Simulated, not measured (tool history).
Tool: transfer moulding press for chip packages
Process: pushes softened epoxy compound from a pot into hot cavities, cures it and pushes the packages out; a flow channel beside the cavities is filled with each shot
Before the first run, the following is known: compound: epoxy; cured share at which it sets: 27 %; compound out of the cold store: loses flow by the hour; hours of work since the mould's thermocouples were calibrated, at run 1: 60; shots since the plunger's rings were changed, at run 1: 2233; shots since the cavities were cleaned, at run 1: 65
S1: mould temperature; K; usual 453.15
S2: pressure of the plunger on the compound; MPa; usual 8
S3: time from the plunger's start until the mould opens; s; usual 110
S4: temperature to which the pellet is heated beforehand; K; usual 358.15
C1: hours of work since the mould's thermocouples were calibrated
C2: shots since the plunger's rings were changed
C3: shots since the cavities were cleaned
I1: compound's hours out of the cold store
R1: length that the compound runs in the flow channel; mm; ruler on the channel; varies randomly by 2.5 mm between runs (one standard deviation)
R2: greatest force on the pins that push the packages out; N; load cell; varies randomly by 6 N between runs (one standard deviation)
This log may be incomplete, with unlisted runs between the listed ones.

run   hour      S1    S2   S3      S4   C1    C2    C3    I1   R1   R2
  1      0  453.15     8  110  358.15   60  2233    65  19.9  535  241
  2   10.2  453.15     8  110  358.15   67  2345   177  22.2  530  264
  3   21.1  453.15     8  110  358.15   75  2464   296  15.3  543  270
  4   26.4  453.15     8  110  358.15   78  2522   354  28.7  515  283
  5   36.9  453.15     8  113  358.15   85  2636   468  37.4  491  293
  6     42  453.15     8  113  358.15   89  2692   524  45.1  482  297
  7   47.9  453.15     8  113  358.15   93  2757   589  24.5  516  292
  8   55.8  453.15     8  125  358.15   98  2844   676  16.9  540  285
  9   63.7  453.15     8  125  358.15  104  2930   762  34.9  497  307
 10   74.5  453.15     8  110  358.15  111  3048   880  37.8  490  319
 11   81.9  453.15     8  110  358.15  116  3130   962  30.8  504  324
 12   93.9  453.15     8  110  358.15  124  3261  1093  40.7  486  328
     101.8  -- cavities cleaned with cleaning compound and waxed
 13  102.5  453.15     8  110  358.15  129  3338     7    47  470  221
 14  112.5  453.15     8  135  358.15  136  3448   117  17.3  536  228
 15  118.2  453.15  9.61  134  354.15  140  3510   179  43.2  522  236
 16  126.7  453.15  6.84  110  350.15  145  3603   272  46.9  435  259
 17    134  449.15     8   93  358.15  150  3683   352  25.8  519  424
 18  144.3  461.15  7.16  142  358.15  157  3796   465  25.7  467  271
 19  149.7  453.15  7.16   94  358.15  161  3854   523  21.6  497  360
 20  155.1  453.15  9.37  110  350.15  165  3914   583    17  572  304
 21  164.6  453.15     8  141  360.15  171  4017   686   9.2  546  295
 22  174.5  453.15  9.24  141  348.15  178  4127   796  37.5  523  287
 23  186.5  457.15   6.3  110  358.15  186  4257   926  34.8  427  297
 24  197.9  448.15   9.4   92  358.15  194  4382  1051  36.1  538  492
       210  -- cavities cleaned with cleaning compound and waxed
 25    210  457.15     8   92  362.15  201  4499     0    20  506  236
 26  216.7  453.15  8.19  110  353.15  205  4571    72  27.2  509  237
 27  223.1  453.15  8.19  110  353.15  210  4641   142  18.3  533  262
 28  228.7  453.15  8.19  114  357.15  214  4703   204  46.1  471  248

Measured less the same run without the tool's hidden state. The same run-to-run variation is in both; the gauge's scatter may not be:
Unlogged tool condition in this case: true mould temperature over the reading, C; pressure that reaches the compound, % of what is set; grip of the stained cavities, % over clean ones'; drift of the gauge itself on flow_mm, %; drift of the gauge itself on push_out_n, %.
run   R1    R2
  1  -15   +17
  2  -16   +38
  3  -16   +55
  4  -16   +61
  5  -16   +74
  6  -16   +79
  7  -18   +81
  8  -19   +83
  9  -18   +91
 10  -18  +100
 11  -19  +104
 12  -20  +106
 13  -20    +1
 14  -23   +24
 15  -22   +33
 16  -19   +48
 17  -24   +87
 18  -22   +66
 19  -23   +89
 20  -28   +81
 21  -28   +83
 22  -26   +89
 23  -22   +95
 24  -30  +155
 25  -29    +7
 26  -29   +22
 27  -31   +34
 28  -27   +42
